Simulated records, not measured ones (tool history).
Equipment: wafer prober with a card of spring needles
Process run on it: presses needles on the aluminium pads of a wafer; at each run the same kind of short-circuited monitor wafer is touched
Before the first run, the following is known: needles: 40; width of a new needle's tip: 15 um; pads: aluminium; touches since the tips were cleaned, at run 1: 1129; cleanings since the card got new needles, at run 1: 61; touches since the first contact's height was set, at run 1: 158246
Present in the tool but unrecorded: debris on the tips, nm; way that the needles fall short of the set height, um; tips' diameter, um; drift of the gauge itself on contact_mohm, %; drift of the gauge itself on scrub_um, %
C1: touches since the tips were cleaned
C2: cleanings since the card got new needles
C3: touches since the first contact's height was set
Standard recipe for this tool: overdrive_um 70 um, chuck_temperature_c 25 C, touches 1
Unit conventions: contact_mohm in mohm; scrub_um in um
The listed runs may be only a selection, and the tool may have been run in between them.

{"run": 1, "hour": 0.0, "overdrive_um": 70, "chuck_temperature_c": 25, "touches": 1, "C1": 1129, "C2": 61, "C3": 158246, "contact_mohm": 236, "scrub_um": 8.37}
{"hour": 1.8, "done": "tips cleaned on abrasive film"}
{"hour": 5.2, "done": "tips cleaned on abrasive film"}
{"hour": 9.4, "done": "tips cleaned on abrasive film"}
{"hour": 13.6, "done": "tips cleaned on abrasive film"}
{"hour": 17.8, "done": "tips cleaned on abrasive film"}
{"run": 2, "hour": 20.5, "overdrive_um": 70, "chuck_temperature_c": 25, "touches": 1, "C1": 1817, "C2": 66, "C3": 171687, "contact_mohm": 240, "scrub_um": 8.38}
{"hour": 21.5, "done": "tips cleaned on abrasive film"}
{"hour": 24.9, "done": "tips cleaned on abrasive film"}
{"hour": 29.1, "done": "tips cleaned on abrasive film"}
{"hour": 33.3, "done": "tips cleaned on abrasive film"}
{"hour": 37.5, "done": "tips cleaned on abrasive film"}
{"run": 3, "hour": 39.4, "overdrive_um": 70, "chuck_temperature_c": 25, "touches": 1, "C1": 1270, "C2": 71, "C3": 184019, "contact_mohm": 236, "scrub_um": 8.2}
{"hour": 41.2, "done": "tips cleaned on abrasive film"}
{"hour": 44.6, "done": "tips cleaned on abrasive film"}
{"hour": 48.0, "done": "tips cleaned on abrasive film"}
{"hour": 52.2, "done": "tips cleaned on abrasive film"}
{"hour": 56.4, "done": "tips cleaned on abrasive film"}
{"run": 4, "hour": 56.5, "overdrive_um": 58, "chuck_temperature_c": 25, "touches": 1, "C1": 57, "C2": 76, "C3": 195139, "contact_mohm": 231, "scrub_um": 6.68}
{"hour": 59.9, "done": "tips cleaned on abrasive film"}
{"hour": 64.1, "done": "tips cleaned on abrasive film"}
{"hour": 67.5, "done": "tips cleaned on abrasive film"}
{"hour": 71.7, "done": "tips cleaned on abrasive film"}
{"hour": 75.1, "done": "tips cleaned on abrasive film"}
{"run": 5, "hour": 76.5, "overdrive_um": 58, "chuck_temperature_c": 25, "touches": 1, "C1": 874, "C2": 81, "C3": 208183, "contact_mohm": 241, "scrub_um": 6.53}
{"hour": 79.0, "done": "tips cleaned on abrasive film"}
{"hour": 83.2, "done": "tips cleaned on abrasive film"}
{"hour": 87.5, "done": "tips cleaned on abrasive film"}
{"hour": 90.9, "done": "tips cleaned on abrasive film"}
{"run": 6, "hour": 90.9, "overdrive_um": 58, "chuck_temperature_c": 25, "touches": 1, "C1": 0, "C2": 85, "C3": 217591, "contact_mohm": 230, "scrub_um": 6.69}
{"hour": 94.3, "done": "tips cleaned on abrasive film"}
{"hour": 98.5, "done": "tips cleaned on abrasive film"}
{"hour": 102.7, "done": "tips cleaned on abrasive film"}
{"hour": 107.0, "done": "tips cleaned on abrasive film"}
{"run": 7, "hour": 109.0, "overdrive_um": 58, "chuck_temperature_c": 25, "touches": 1, "C1": 1350, "C2": 89, "C3": 229455, "contact_mohm": 247, "scrub_um": 6.42}
{"hour": 110.7, "done": "tips cleaned on abrasive film"}
{"hour": 114.1, "done": "tips cleaned on abrasive film"}
{"hour": 115.2, "done": "height of the first contact set anew"}
{"hour": 117.9, "done": "tips cleaned on abrasive film"}
{"run": 8, "hour": 117.9, "overdrive_um": 58, "chuck_temperature_c": 25, "touches": 1, "C1": 0, "C2": 92, "C3": 1749, "contact_mohm": 222, "scrub_um": 7.64}
{"hour": 121.3, "done": "tips cleaned on abrasive film"}
{"hour": 125.6, "done": "tips cleaned on abrasive film"}
{"hour": 129.0, "done": "tips cleaned on abrasive film"}
{"hour": 133.2, "done": "tips cleaned on abrasive film"}
{"hour": 137.1, "done": "tips cleaned on abrasive film"}
{"run": 9, "hour": 137.1, "overdrive_um": 58, "chuck_temperature_c": 25, "touches": 1, "C1": 0, "C2": 97, "C3": 14232, "contact_mohm": 231, "scrub_um": 7.63}
{"hour": 140.5, "done": "tips cleaned on abrasive film"}
{"hour": 144.7, "done": "tips cleaned on abrasive film"}
{"hour": 148.1, "done": "tips cleaned on abrasive film"}
{"hour": 152.3, "done": "tips cleaned on abrasive film"}
{"hour": 156.4, "done": "tips cleaned on abrasive film"}
{"run": 10, "hour": 156.4, "overdrive_um": 70, "chuck_temperature_c": 25, "touches": 1, "C1": 0, "C2": 102, "C3": 26898, "contact_mohm": 229, "scrub_um": 9.24}
{"hour": 160.7, "done": "tips cleaned on abrasive film"}
{"hour": 164.9, "done": "tips cleaned on abrasive film"}
{"run": 11, "hour": 168.0, "overdrive_um": 70, "chuck_temperature_c": 25, "touches": 1, "C1": 2090, "C2": 104, "C3": 34519, "contact_mohm": 237, "scrub_um": 9.1}
{"hour": 168.9, "done": "tips cleaned on abrasive film"}
{"hour": 172.3, "done": "tips cleaned on abrasive film"}
{"hour": 176.5, "done": "tips cleaned on abrasive film"}
{"hour": 180.8, "done": "tips cleaned on abrasive film"}
{"hour": 185.0, "done": "tips cleaned on abrasive film"}
{"run": 12, "hour": 186.0, "overdrive_um": 70, "chuck_temperature_c": 25, "touches": 2, "C1": 697, "C2": 109, "C3": 46277, "contact_mohm": 231, "scrub_um": 9.12}
{"hour": 188.6, "done": "tips cleaned on abrasive film"}
{"hour": 192.8, "done": "tips cleaned on abrasive film"}
{"hour": 196.2, "done": "tips cleaned on abrasive film"}
{"run": 13, "hour": 199.2, "overdrive_um": 70, "chuck_temperature_c": 25, "touches": 2, "C1": 2022, "C2": 112, "C3": 54936, "contact_mohm": 234, "scrub_um": 9.08}
{"hour": 200.2, "done": "tips cleaned on abrasive film"}
{"hour": 204.4, "done": "tips cleaned on abrasive film"}
{"hour": 207.8, "done": "tips cleaned on abrasive film"}
{"hour": 212.0, "done": "tips cleaned on abrasive film"}
{"hour": 215.4, "done": "tips cleaned on abrasive film"}
{"hour": 219.6, "done": "tips cleaned on abrasive film"}
{"run": 14, "hour": 220.1, "overdrive_um": 60, "chuck_temperature_c": 64, "touches": 2, "C1": 310, "C2": 118, "C3": 68521, "contact_mohm": 240, "scrub_um": 7.44}
{"hour": 223.5, "done": "tips cleaned on abrasive film"}
{"hour": 226.9, "done": "tips cleaned on abrasive film"}
{"hour": 230.3, "done": "tips cleaned on abrasive film"}
{"hour": 234.4, "done": "tips cleaned on abrasive film"}
{"run": 15, "hour": 234.4, "overdrive_um": 59, "chuck_temperature_c": 81, "touches": 1, "C1": 0, "C2": 122, "C3": 77849, "contact_mohm": 247, "scrub_um": 7.3}
{"hour": 237.8, "done": "tips cleaned on abrasive film"}
{"hour": 242.0, "done": "tips cleaned on abrasive film"}
{"hour": 245.4, "done": "tips cleaned on abrasive film"}
{"hour": 249.6, "done": "tips cleaned on abrasive film"}
{"run": 16, "hour": 250.1, "overdrive_um": 59, "chuck_temperature_c": 81, "touches": 1, "C1": 300, "C2": 126, "C3": 88105, "contact_mohm": 250, "scrub_um": 7.31}
{"hour": 253.5, "done": "tips cleaned on abrasive film"}
{"hour": 256.9, "done": "tips cleaned on abrasive film"}
{"hour": 261.1, "done": "tips cleaned on abrasive film"}
{"run": 17, "hour": 263.3, "overdrive_um": 70, "chuck_temperature_c": 25, "touches": 1, "C1": 1485, "C2": 129, "C3": 96779, "contact_mohm": 242, "scrub_um": 8.87}
{"hour": 265.1, "done": "tips cleaned on abrasive film"}
{"hour": 268.5, "done": "tips cleaned on abrasive film"}
{"hour": 272.2, "done": "tips cleaned on abrasive film"}
{"run": 18, "hour": 272.2, "overdrive_um": 74, "chuck_temperature_c": 25, "touches": 1, "C1": 0, "C2": 132, "C3": 102561, "contact_mohm": 226, "scrub_um": 9.13}
{"hour": 276.5, "done": "tips cleaned on abrasive film"}
{"hour": 279.9, "done": "tips cleaned on abrasive film"}
{"run": 19, "hour": 280.7, "overdrive_um": 88, "chuck_temperature_c": 64, "touches": 2, "C1": 557, "C2": 134, "C3": 108095, "contact_mohm": 238, "scrub_um": 10.81}
{"hour": 284.0, "done": "tips cleaned on abrasive film"}
{"hour": 287.4, "done": "tips cleaned on abrasive film"}
{"hour": 291.6, "done": "tips cleaned on abrasive film"}
{"hour": 295.0, "done": "tips cleaned on abrasive film"}
{"hour": 298.4, "done": "tips cleaned on abrasive film"}
{"run": 20, "hour": 300.1, "overdrive_um": 88, "chuck_temperature_c": 64, "touches": 2, "C1": 1120, "C2": 139, "C3": 120774, "contact_mohm": 239, "scrub_um": 10.8}
{"hour": 302.6, "done": "tips cleaned on abrasive film"}
{"hour": 306.9, "done": "tips cleaned on abrasive film"}
{"hour": 311.1, "done": "tips cleaned on abrasive film"}
{"run": 21, "hour": 314.2, "overdrive_um": 81, "chuck_temperature_c": 84, "touches": 1, "C1": 2090, "C2": 142, "C3": 130035, "contact_mohm": 252, "scrub_um": 9.94}
{"hour": 315.1, "done": "tips cleaned on abrasive film"}
{"hour": 318.5, "done": "tips cleaned on abrasive film"}
{"hour": 322.7, "done": "tips cleaned on abrasive film"}
{"hour": 327.0, "done": "tips cleaned on abrasive film"}
{"run": 22, "hour": 328.5, "overdrive_um": 81, "chuck_temperature_c": 84, "touches": 1, "C1": 1008, "C2": 146, "C3": 139339, "contact_mohm": 242, "scrub_um": 10.16}
{"hour": 331.0, "done": "tips cleaned on abrasive film"}
{"hour": 335.3, "done": "tips cleaned on abrasive film"}
{"hour": 339.5, "done": "tips cleaned on abrasive film"}
{"run": 23, "hour": 341.2, "overdrive_um": 81, "chuck_temperature_c": 84, "touches": 1, "C1": 1123, "C2": 149, "C3": 147652, "contact_mohm": 247, "scrub_um": 9.74}
{"hour": 342.9, "done": "tips cleaned on abrasive film"}
{"hour": 347.1, "done": "tips cleaned on abrasive film"}
{"run": 24, "hour": 349.8, "overdrive_um": 56, "chuck_temperature_c": 84, "touches": 1, "C1": 1819, "C2": 151, "C3": 153335, "contact_mohm": 273, "scrub_um": 6.59}
{"hour": 350.8, "done": "tips cleaned on abrasive film"}
{"hour": 355.0, "done": "tips cleaned on abrasive film"}
{"hour": 359.2, "done": "tips cleaned on abrasive film"}
{"run": 25, "hour": 362.0, "overdrive_um": 88, "chuck_temperature_c": 84, "touches": 1, "C1": 1842, "C2": 154, "C3": 161263, "contact_mohm": 255, "scrub_um": 10.8}

Alternative continuations, all from the tool just after run 25; predict every row:
{"hour": 362.9, "done": "tips cleaned on abrasive film"}
{"hour": 367.1, "done": "tips cleaned on abrasive film"}
{"hour": 370.8, "done": "tips cleaned on abrasive film"}
{"run": "A", "hour": 370.8, "overdrive_um": 56, "chuck_temperature_c": 93, "touches": 1, "C1": 0, "C2": 157, "C3": 166961, "contact_mohm": "?", "scrub_um": "?"}
{"hour": 362.9, "done": "tips cleaned on abrasive film"}
{"hour": 367.1, "done": "tips cleaned on abrasive film"}
{"hour": 370.8, "done": "tips cleaned on abrasive film"}
{"run": "B", "hour": 370.8, "overdrive_um": 50, "chuck_temperature_c": 84, "touches": 1, "C1": 0, "C2": 157, "C3": 166961, "contact_mohm": "?", "scrub_um": "?"}
{"hour": 362.9, "done": "tips cleaned on abrasive film"}
{"hour": 367.1, "done": "tips cleaned on abrasive film"}
{"hour": 370.8, "done": "tips cleaned on abrasive film"}
{"run": "C", "hour": 370.8, "overdrive_um": 71, "chuck_temperature_c": 25, "touches": 1, "C1": 0, "C2": 157, "C3": 166961, "contact_mohm": "?", "scrub_um": "?"}
{"hour": 362.9, "done": "tips cleaned on abrasive film"}
{"hour": 367.1, "done": "tips cleaned on abrasive film"}
{"hour": 370.8, "done": "tips cleaned on abrasive film"}
{"run": "D", "hour": 370.8, "overdrive_um": 87, "chuck_temperature_c": 98, "touches": 1, "C1": 0, "C2": 157, "C3": 166961, "contact_mohm": "?", "scrub_um": "?"}
{"hour": 362.9, "done": "tips cleaned on abrasive film"}
{"hour": 367.1, "done": "tips cleaned on abrasive film"}
{"hour": 370.8, "done": "tips cleaned on abrasive film"}
{"run": "E", "hour": 370.8, "overdrive_um": 88, "chuck_temperature_c": 54, "touches": 1, "C1": 0, "C2": 157, "C3": 166961, "contact_mohm": "?", "scrub_um": "?"}

run=A contact_mohm=254 scrub_um=6.44
run=B contact_mohm=256 scrub_um=5.63
run=C contact_mohm=227 scrub_um=8.40
run=D contact_mohm=247 scrub_um=10.56
run=E contact_mohm=232 scrub_um=10.56
The same runs, with their run-to-run variation unchanged, on a tool lacking any hidden condition would have given:
run=A contact_mohm=244 scrub_um=7.35
run=B contact_mohm=245 scrub_um=6.54
run=C contact_mohm=222 scrub_um=9.32
run=D contact_mohm=242 scrub_um=11.48
run=E contact_mohm=228 scrub_um=11.48
